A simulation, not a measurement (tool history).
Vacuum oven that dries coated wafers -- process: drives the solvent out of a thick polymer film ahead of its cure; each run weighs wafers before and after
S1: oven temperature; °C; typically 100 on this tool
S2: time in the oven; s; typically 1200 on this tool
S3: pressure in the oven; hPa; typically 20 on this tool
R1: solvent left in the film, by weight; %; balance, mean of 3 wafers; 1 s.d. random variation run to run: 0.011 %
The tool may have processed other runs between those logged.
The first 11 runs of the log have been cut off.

run 12 hour=791.8 | S1=100 S2=1200 S3=26.1 | R1=2.36
run 13 hour=857.1 | S1=100 S2=1200 S3=20 | R1=2.07
run 14 hour=939.8 | S1=100 S2=1200 S3=20 | R1=2.08
run 15 hour=981.5 | S1=100 S2=1200 S3=20 | R1=2.08
run 16 hour=1056 | S1=100 S2=1200 S3=20 | R1=2.05
run 17 hour=1126.2 | S1=100 S2=1200 S3=15.9 | R1=1.86
run 18 hour=1169.8 | S1=105 S2=1200 S3=20 | R1=1.24
run 19 hour=1212.1 | S1=105 S2=1200 S3=20 | R1=1.24
run 20 hour=1293.7 | S1=105 S2=1200 S3=20 | R1=1.23
run 21 hour=1339 | S1=112 S2=1560 S3=20 | R1=0.73
run 22 hour=1400.2 | S1=100 S2=1920 S3=26.7 | R1=1.6
run 23 hour=1440.8 | S1=100 S2=1920 S3=26.7 | R1=1.59
run 24 hour=1480.1 | S1=111 S2=780 S3=11.7 | R1=0.84
run 25 hour=1524.1 | S1=96 S2=1140 S3=46.7 | R1=4.58
run 26 hour=1604.1 | S1=87 S2=780 S3=61.6 | R1=10.68
run 27 hour=1647.1 | S1=87 S2=780 S3=61.6 | R1=10.65
run 28 hour=1734.6 | S1=96 S2=1200 S3=39.2 | R1=3.99
run 29 hour=1794.5 | S1=96 S2=1200 S3=16 | R1=2.83

What does the tool deliver on the next run?
run 30 hour=1858.7 | S1=113 S2=1080 S3=17.1 | R1=?

R1: 0.63 %
With the hidden condition absent and the run-to-run variation left alone, this run would have shown R1 0.61 %.
